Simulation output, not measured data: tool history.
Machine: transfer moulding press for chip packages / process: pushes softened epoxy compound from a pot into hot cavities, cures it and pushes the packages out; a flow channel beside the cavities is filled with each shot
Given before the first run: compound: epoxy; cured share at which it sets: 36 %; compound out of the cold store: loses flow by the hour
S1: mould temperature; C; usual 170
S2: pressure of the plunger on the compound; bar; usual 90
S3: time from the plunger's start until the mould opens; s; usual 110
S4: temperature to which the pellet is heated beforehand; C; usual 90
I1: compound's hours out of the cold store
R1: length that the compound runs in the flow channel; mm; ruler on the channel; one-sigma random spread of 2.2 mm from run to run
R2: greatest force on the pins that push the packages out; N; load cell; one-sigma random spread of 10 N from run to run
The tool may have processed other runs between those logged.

Run 1, hour 0: usual settings; I1 31.3. Result: R1 665 mm, R2 632 N.
Run 2, hour 20.1: usual settings but S3 129 s; I1 11.1. Result: R1 742 mm, R2 659 N.
At hour 60.5: cavities cleaned with cleaning compound and waxed.
Run 3, hour 65: usual settings but S2 83.3 bar; I1 34.8. Result: R1 619 mm, R2 489 N.
Run 4, hour 98: usual settings; I1 34.3. Result: R1 640 mm, R2 658 N.
Run 5, hour 115.7: usual settings; I1 27.3. Result: R1 662 mm, R2 724 N.
Run 6, hour 146.4: usual settings; I1 25.9. Result: R1 666 mm, R2 804 N.
At hour 156.2: cavities cleaned with cleaning compound and waxed.
Run 7, hour 166.2: usual settings; I1 47.5. Result: R1 593 mm, R2 520 N.
Run 8, hour 196.3: usual settings but S4 96 C; I1 10.4. Result: R1 719 mm, R2 678 N.
Run 9, hour 226.4: usual settings but S2 104.2 bar; I1 8.9. Result: R1 777 mm, R2 776 N.
At hour 253.5: cavities cleaned with cleaning compound and waxed.
Run 10, hour 268.4: usual settings but S2 104.2 bar; I1 13.6. Result: R1 751 mm, R2 553 N.
Run 11, hour 290.7: usual settings but S2 104.2 bar; I1 26.4. Result: R1 699 mm, R2 643 N.
At hour 302.6: plunger's sealing rings changed.
Run 12, hour 335.5: usual settings but S2 104.2 bar; I1 26. Result: R1 729 mm, R2 727 N.
At hour 353: cavities cleaned with cleaning compound and waxed.
Run 13, hour 372.8: usual settings but S2 104.2 bar; I1 43.9. Result: R1 660 mm, R2 574 N.
Run 14, hour 406.7: usual settings but S3 147 s; I1 12.7. Result: R1 723 mm, R2 632 N.
Run 15, hour 427.7: usual settings but S1 162 C, S2 93.4 bar, S3 136 s, S4 81 C; I1 41.4. Result: R1 660 mm, R2 813 N.
At hour 449.3: cavities cleaned with cleaning compound and waxed.
Run 16, hour 455.9: usual settings but S1 162 C, S2 93.4 bar, S3 136 s, S4 81 C; I1 45. Result: R1 644 mm, R2 543 N.
Run 17, hour 491.9: usual settings but S1 162 C, S2 93.4 bar, S3 136 s, S4 81 C; I1 21.7. Result: R1 725 mm, R2 735 N.
Run 18, hour 513.4: usual settings but S1 162 C, S2 93.4 bar, S3 136 s, S4 81 C; I1 42.8. Result: R1 645 mm, R2 781 N.
At hour 545.4: cavities cleaned with cleaning compound and waxed.
Run 19, hour 546.4: usual settings but S1 175 C; I1 24.2. Result: R1 644 mm, R2 435 N.
Run 20, hour 565.7: usual settings but S2 106.7 bar, S4 88 C; I1 8.7. Result: R1 785 mm, R2 582 N.
Run 21, hour 584.1: usual settings but S1 172 C, S3 107 s; I1 28.6. Result: R1 639 mm, R2 632 N.
At hour 618.8: plunger's sealing rings changed.
Run 22, hour 623.7: usual settings but S1 169 C, S2 69.6 bar, S4 94 C; I1 9.8. Result: R1 652 mm, R2 811 N.
Run 23, hour 641.3: usual settings but S1 168 C, S2 95.2 bar, S3 99 s; I1 46. Result: R1 633 mm, R2 922 N.
At hour 645.7: cavities cleaned with cleaning compound and waxed.
Run 24, hour 676.1: usual settings but S3 120 s; I1 24.9. Result: R1 679 mm, R2 598 N.
At hour 702.9: mould's thermocouples calibrated.
Run 25, hour 713.4: usual settings but S1 166 C, S3 93 s; I1 19.3. Result: R1 717 mm, R2 1327 N.
Run 26, hour 732.2: usual settings but S1 166 C, S3 93 s; I1 22.9. Result: R1 699 mm, R2 1309 N.
At hour 744.8: cavities cleaned with cleaning compound and waxed.
Run 27, hour 771.3: usual settings but S4 92 C; I1 45.5. Result: R1 601 mm, R2 645 N.
Run 28, hour 813: usual settings but S1 175 C, S2 99.7 bar, S3 112 s, S4 82 C; I1 20.5. Result: R1 701 mm, R2 672 N.

A few steps of R1 between consecutive runs. Split each: what settings, incoming material and random variation would produce without the hidden state, and what is left over for the hidden state, along with gauge scatter present in only one of the two compared results (measured, and without hidden state):
Unlogged tool condition in this case: true mould temperature over the reading, C; pressure that reaches the compound, % of what is set; grip of the stained cavities, % over clean ones'; drift of the gauge itself on flow_mm, %; drift of the gauge itself on push_out_n, %.
Run 11 -> 12: plunger's sealing rings changed. R1 +30 mm: hidden state +29, all else +1.
Run 19 -> 20: S1 175 -> 170, S2 90 -> 106.7, S4 90 -> 88. R1 +141 mm: hidden state -9, all else +150.
Run 20 -> 21: S1 170 -> 172, S2 106.7 -> 90, S3 110 -> 107, S4 88 -> 90. R1 -146 mm: hidden state +5, all else -151.
Run 21 -> 22: S1 172 -> 169, S2 90 -> 69.6, S3 107 -> 110, S4 90 -> 94, plunger's sealing rings changed. R1 +13 mm: hidden state +25, all else -12.
